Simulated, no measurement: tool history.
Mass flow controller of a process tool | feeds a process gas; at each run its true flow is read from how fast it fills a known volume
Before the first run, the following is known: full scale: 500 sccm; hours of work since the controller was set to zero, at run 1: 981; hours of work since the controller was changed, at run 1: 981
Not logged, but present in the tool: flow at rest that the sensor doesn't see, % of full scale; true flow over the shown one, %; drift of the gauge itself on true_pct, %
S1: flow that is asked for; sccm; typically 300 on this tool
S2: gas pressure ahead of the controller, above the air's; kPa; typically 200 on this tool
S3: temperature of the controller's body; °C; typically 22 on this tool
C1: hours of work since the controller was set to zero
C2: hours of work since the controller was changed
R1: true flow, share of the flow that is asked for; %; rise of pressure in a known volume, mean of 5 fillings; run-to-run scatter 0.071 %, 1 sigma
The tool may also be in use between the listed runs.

run,hour,S1,S2,S3,C1,C2,R1
1,0,300,200,22,981,981,100.76
2,156.9,300,200,22,1058,1058,100.86
3,260.3,300,200,22,1108,1108,100.89
4,344.6,300,200,22,1149,1149,100.82
5,462.9,300,176,22,1207,1207,101.12
6,578.4,300,176,22,1264,1264,101.11
7,696.3,300,176,32,1322,1322,100.58
8,797.6,300,176,32,1371,1371,100.63
9,932.8,300,176,32,1437,1437,100.68
10,1095.7,300,176,32,1517,1517,100.75
11,1185,300,176,32,1561,1561,100.81
12,1308.7,111,275,32,1621,1621,100.85
13,1407,300,156,21,1670,1670,101.31
14,1547.3,422,200,22,1738,1738,101.37
15,1638.6,66,166,38,1783,1783,101.38
16,1732.2,67,166,38,1829,1829,101.47
17,1906.7,245,252,25,1914,1914,100.99
18,2032.9,380,167,25,1976,1976,101.18
19,2163.8,300,265,22,2040,2040,101.14
20,2276.1,83,199,35,2095,2095,101.41

Predict each of these 3 candidate next runs independently; none follows another, all start after run 20:
A,2402.8,433,164,35,2157,2157,?
B,2402.8,83,227,33,2157,2157,?
C,2402.8,410,211,20,2157,2157,?

run,R1
A,101.06
B,101.51
C,101.63
Had the tool no hidden state, the same runs would have come out as:
run,R1
A,99.57
B,99.05
C,100.12

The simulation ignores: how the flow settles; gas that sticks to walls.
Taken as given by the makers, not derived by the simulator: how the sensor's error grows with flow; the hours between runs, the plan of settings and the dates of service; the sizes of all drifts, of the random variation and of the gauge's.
